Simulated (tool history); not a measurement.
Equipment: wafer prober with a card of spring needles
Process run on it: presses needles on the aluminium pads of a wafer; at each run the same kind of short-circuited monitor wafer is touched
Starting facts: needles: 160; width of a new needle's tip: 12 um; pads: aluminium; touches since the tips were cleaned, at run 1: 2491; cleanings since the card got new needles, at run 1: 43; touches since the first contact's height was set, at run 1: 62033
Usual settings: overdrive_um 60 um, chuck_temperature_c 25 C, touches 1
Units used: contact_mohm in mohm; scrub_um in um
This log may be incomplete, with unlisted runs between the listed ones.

run	hour	overdrive_um	chuck_temperature_c	touches	touches since the tips were cleaned	cleanings since the card got new needles	touches since the first contact's height was set	contact_mohm	scrub_um
1	0	60	25	1	2491	43	62033	178	12.09
# hour 11.1: tips cleaned on abrasive film
2	23.6	60	25	1	3757	44	69068	189	12.1
# hour 32.2: tips cleaned on abrasive film
# hour 51.4: tips cleaned on abrasive film
3	57.7	60	25	1	1883	46	79210	174	12.1
# hour 72.2: tips cleaned on abrasive film
# hour 91.6: tips cleaned on abrasive film
4	91.6	60	25	1	0	48	89305	144	12.11
# hour 111.6: tips cleaned on abrasive film
5	126.5	60	25	1	4455	49	99706	190	12.06
# hour 129.9: tips cleaned on abrasive film
6	146.2	60	25	1	4887	50	105575	189	12.07
# hour 149.3: tips cleaned on abrasive film
# hour 169: tips cleaned on abrasive film
7	183.1	60	25	3	4203	52	116552	159	12.02
# hour 189.7: tips cleaned on abrasive film
# hour 210.5: tips cleaned on abrasive film
8	224.7	73	25	1	4235	54	128940	179	14.63
# hour 229.5: tips cleaned on abrasive film
# hour 249.8: tips cleaned on abrasive film
9	254.7	73	25	1	1457	56	137861	158	14.61
# hour 268.7: tips cleaned on abrasive film
# hour 289.7: tips cleaned on abrasive film
10	293.4	60	25	1	1099	58	149372	163	11.99
# hour 310: tips cleaned on abrasive film
# hour 331.7: tips cleaned on abrasive film
11	335	60	25	1	1001	60	161772	164	11.94
# hour 351: tips cleaned on abrasive film
# hour 371.5: tips cleaned on abrasive film
12	375.1	60	25	1	1083	62	173722	163	11.89
# hour 391.3: tips cleaned on abrasive film
# hour 409.6: tips cleaned on abrasive film
13	416.9	60	25	1	2185	64	186166	176	11.95
# hour 430: tips cleaned on abrasive film
14	441.7	46	25	1	3497	65	193547	221	8.98
# hour 448.8: tips cleaned on abrasive film
# hour 463.9: height of the first contact set anew
15	466.1	46	25	1	5099	66	662	228	9.35
# hour 468.4: tips cleaned on abrasive film
# hour 489.1: tips cleaned on abrasive film
16	490.4	46	25	1	379	68	7878	163	9.37
# hour 509.1: tips cleaned on abrasive film
17	512.5	60	25	1	1018	69	14461	164	12.16
# hour 527.4: tips cleaned on abrasive film
18	539.9	78	25	2	3742	70	22632	155	15.89
# hour 546.4: tips cleaned on abrasive film
# hour 565.7: tips cleaned on abrasive film
19	581.9	79	46	1	4843	72	35142	174	16.1
# hour 585.1: tips cleaned on abrasive film
20	602	79	77	1	5066	73	41133	179	16.02
# hour 604.1: tips cleaned on abrasive film
# hour 623.7: tips cleaned on abrasive film
21	632.2	79	77	1	2562	75	50103	169	16.02
# hour 643.4: tips cleaned on abrasive film
# hour 662.3: tips cleaned on abrasive film
22	663.9	72	32	1	497	77	59536	154	14.55
# hour 684.1: tips cleaned on abrasive film
23	689.2	76	65	1	1527	78	67056	166	15.42
# hour 704.5: tips cleaned on abrasive film
# hour 723.5: tips cleaned on abrasive film
24	727.4	66	65	1	1195	80	78451	165	13.37
# hour 742: tips cleaned on abrasive film
# hour 761.5: tips cleaned on abrasive film
25	761.5	66	32	1	0	82	88587	149	13.33
# hour 779.9: tips cleaned on abrasive film
# hour 801.2: tips cleaned on abrasive film
26	801.2	43	25	1	0	84	100396	159	8.57
# hour 822.4: tips cleaned on abrasive film
# hour 840.9: tips cleaned on abrasive film
27	840.9	43	25	1	0	86	112231	158	8.6
# hour 860.1: tips cleaned on abrasive film
28	860.9	43	25	1	262	87	118190	163	8.55
# hour 882.2: tips cleaned on abrasive film
# hour 901: tips cleaned on abrasive film
29	902.7	59	45	1	515	89	130631	158	11.85
# hour 920.7: tips cleaned on abrasive film
30	932.2	60	109	1	3453	90	139431	197	12.01
# hour 941.6: tips cleaned on abrasive film
# hour 961.9: tips cleaned on abrasive film
31	962.7	48	79	1	240	92	148486	169	9.51

Forecast each of these 3 alternatives for the next run:
# hour 980.5: tips cleaned on abrasive film
A	985.3	45	113	2	1445	93	155231	?	?
# hour 980.5: tips cleaned on abrasive film
B	985.3	53	79	1	1445	93	155231	?	?
# hour 980.5: tips cleaned on abrasive film
C	985.3	54	50	1	1445	93	155231	?	?

run	contact_mohm	scrub_um
A	184	8.89
B	185	10.54
C	172	10.73
With no hidden state in the tool, these same runs would have given:
run	contact_mohm	scrub_um
A	162	9.17
B	157	10.82
C	145	11.01
